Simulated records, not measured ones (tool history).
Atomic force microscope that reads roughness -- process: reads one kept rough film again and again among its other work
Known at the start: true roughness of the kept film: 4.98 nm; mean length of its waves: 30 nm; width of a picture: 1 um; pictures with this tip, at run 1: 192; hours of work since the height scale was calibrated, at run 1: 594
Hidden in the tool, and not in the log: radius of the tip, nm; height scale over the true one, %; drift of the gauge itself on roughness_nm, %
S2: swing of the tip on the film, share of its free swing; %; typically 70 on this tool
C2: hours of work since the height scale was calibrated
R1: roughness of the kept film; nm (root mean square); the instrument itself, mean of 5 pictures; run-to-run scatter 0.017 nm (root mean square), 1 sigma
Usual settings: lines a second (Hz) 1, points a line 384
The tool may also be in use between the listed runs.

run 1 hour=0 | lines_a_second_(Hz)=1 S2=70 points_a_line=384 | pictures_with_this_tip=192 C2=594 | R1=4.225
run 2 hour=24.5 | lines_a_second_(Hz)=1 S2=57 points_a_line=384 | pictures_with_this_tip=233 C2=610 | R1=4.252
run 3 hour=49.2 | lines_a_second_(Hz)=1 S2=57 points_a_line=384 | pictures_with_this_tip=275 C2=625 | R1=4.232
-- hour=61.9 new tip fitted
run 4 hour=75.1 | lines_a_second_(Hz)=1 S2=70 points_a_line=328 | pictures_with_this_tip=22 C2=641 | R1=4.188
run 5 hour=94.2 | lines_a_second_(Hz)=1 S2=88 points_a_line=384 | pictures_with_this_tip=54 C2=653 | R1=4.069
run 6 hour=120.3 | lines_a_second_(Hz)=1 S2=88 points_a_line=384 | pictures_with_this_tip=99 C2=669 | R1=4.085
run 7 hour=137.7 | lines_a_second_(Hz)=1 S2=88 points_a_line=384 | pictures_with_this_tip=128 C2=680 | R1=4.081
run 8 hour=157.3 | lines_a_second_(Hz)=1.9 S2=70 points_a_line=384 | pictures_with_this_tip=161 C2=693 | R1=4.131
run 9 hour=188.7 | lines_a_second_(Hz)=1.9 S2=70 points_a_line=384 | pictures_with_this_tip=214 C2=712 | R1=4.136
run 10 hour=208.5 | lines_a_second_(Hz)=1.9 S2=70 points_a_line=384 | pictures_with_this_tip=248 C2=725 | R1=4.121
run 11 hour=226.8 | lines_a_second_(Hz)=1 S2=70 points_a_line=346 | pictures_with_this_tip=279 C2=736 | R1=4.165
-- hour=236.2 new tip fitted
run 12 hour=250.9 | lines_a_second_(Hz)=1 S2=82 points_a_line=384 | pictures_with_this_tip=25 C2=751 | R1=4.086
run 13 hour=274.5 | lines_a_second_(Hz)=0.59 S2=70 points_a_line=384 | pictures_with_this_tip=65 C2=766 | R1=4.223
run 14 hour=297.9 | lines_a_second_(Hz)=1 S2=70 points_a_line=384 | pictures_with_this_tip=104 C2=781 | R1=4.242
run 15 hour=323.9 | lines_a_second_(Hz)=1.25 S2=70 points_a_line=384 | pictures_with_this_tip=148 C2=797 | R1=4.208
run 16 hour=353.6 | lines_a_second_(Hz)=1.25 S2=70 points_a_line=384 | pictures_with_this_tip=199 C2=816 | R1=4.169
run 17 hour=372.6 | lines_a_second_(Hz)=1.25 S2=70 points_a_line=384 | pictures_with_this_tip=231 C2=828 | R1=4.163
run 18 hour=397.1 | lines_a_second_(Hz)=1.25 S2=70 points_a_line=384 | pictures_with_this_tip=272 C2=843 | R1=4.169
-- hour=410.5 new tip fitted
run 19 hour=415.9 | lines_a_second_(Hz)=1.25 S2=70 points_a_line=384 | pictures_with_this_tip=9 C2=855 | R1=4.166
run 20 hour=431.6 | lines_a_second_(Hz)=1 S2=70 points_a_line=384 | pictures_with_this_tip=36 C2=864 | R1=4.221
run 21 hour=453.4 | lines_a_second_(Hz)=1 S2=70 points_a_line=384 | pictures_with_this_tip=73 C2=878 | R1=4.187
run 22 hour=475.3 | lines_a_second_(Hz)=1 S2=70 points_a_line=384 | pictures_with_this_tip=110 C2=892 | R1=4.224
run 23 hour=491.6 | lines_a_second_(Hz)=1 S2=70 points_a_line=384 | pictures_with_this_tip=137 C2=902 | R1=4.196
run 24 hour=510.7 | lines_a_second_(Hz)=1 S2=70 points_a_line=384 | pictures_with_this_tip=170 C2=914 | R1=4.202
run 25 hour=538.9 | lines_a_second_(Hz)=1 S2=70 points_a_line=384 | pictures_with_this_tip=217 C2=932 | R1=4.208
run 26 hour=561.4 | lines_a_second_(Hz)=1 S2=70 points_a_line=384 | pictures_with_this_tip=256 C2=946 | R1=4.179
run 27 hour=578.8 | lines_a_second_(Hz)=1 S2=70 points_a_line=384 | pictures_with_this_tip=285 C2=957 | R1=4.191
-- hour=586.3 new tip fitted
run 28 hour=596.5 | lines_a_second_(Hz)=3.67 S2=72 points_a_line=553 | pictures_with_this_tip=17 C2=968 | R1=3.935
run 29 hour=622.8 | lines_a_second_(Hz)=2.11 S2=75 points_a_line=272 | pictures_with_this_tip=62 C2=984 | R1=4.029
run 30 hour=644.7 | lines_a_second_(Hz)=1.94 S2=62 points_a_line=271 | pictures_with_this_tip=99 C2=998 | R1=4.154
run 31 hour=662.3 | lines_a_second_(Hz)=1 S2=70 points_a_line=405 | pictures_with_this_tip=128 C2=1009 | R1=4.205
run 32 hour=686.3 | lines_a_second_(Hz)=1 S2=70 points_a_line=405 | pictures_with_this_tip=169 C2=1024 | R1=4.179
run 33 hour=699.7 | lines_a_second_(Hz)=2.3 S2=68 points_a_line=508 | pictures_with_this_tip=192 C2=1032 | R1=4.09
run 34 hour=717.9 | lines_a_second_(Hz)=1.43 S2=89 points_a_line=431 | pictures_with_this_tip=223 C2=1044 | R1=3.998
run 35 hour=735.3 | lines_a_second_(Hz)=1.43 S2=89 points_a_line=431 | pictures_with_this_tip=252 C2=1055 | R1=3.99

What does the tool deliver on the next run?
run 36 hour=750.9 | lines_a_second_(Hz)=1.43 S2=89 points_a_line=431 | pictures_with_this_tip=278 C2=1065 | R1=?

R1: 3.982 nm (root mean square)
Minus the tool's unlogged condition, the same run would have read R1 3.99 nm (root mean square).
